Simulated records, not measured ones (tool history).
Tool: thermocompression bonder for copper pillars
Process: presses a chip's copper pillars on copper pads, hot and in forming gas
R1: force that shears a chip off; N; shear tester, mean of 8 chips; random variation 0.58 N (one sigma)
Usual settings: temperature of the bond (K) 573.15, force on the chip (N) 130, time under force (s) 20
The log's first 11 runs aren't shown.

Run 12, hour 90.6: usual settings but force on the chip (N) 123. Result: R1 63.5 N.
Run 13, hour 97.1: usual settings but force on the chip (N) 123. Result: R1 62.5 N.
Run 14, hour 102.6: usual settings but time under force (s) 28. Result: R1 74.3 N.
Run 15, hour 112.2: usual settings but force on the chip (N) 165, time under force (s) 28. Result: R1 90.5 N.
Run 16, hour 119.4: usual settings but force on the chip (N) 165, time under force (s) 28. Result: R1 90.4 N.
Run 17, hour 128.9: usual settings. Result: R1 66.6 N.
Run 18, hour 135.7: usual settings. Result: R1 66.3 N.
Run 19, hour 143.7: usual settings. Result: R1 65.7 N.
Run 20, hour 151.8: usual settings. Result: R1 65.8 N.
Run 21, hour 156.6: usual settings. Result: R1 65 N.
Run 22, hour 163.6: usual settings but temperature of the bond (K) 567.15, force on the chip (N) 171. Result: R1 76.3 N.
Run 23, hour 168.3: usual settings but force on the chip (N) 137. Result: R1 68.6 N.
Run 24, hour 172.6: usual settings but temperature of the bond (K) 575.15, time under force (s) 34. Result: R1 81.1 N.

The next listed run, before its measurement:
Run 25, hour 182.1: usual settings but temperature of the bond (K) 575.15, time under force (s) 34. Result: R1 ?.

{"run 25": {"R1": 81.2}}
Without the tool's hidden state the same run would have given R1 81.6 N.
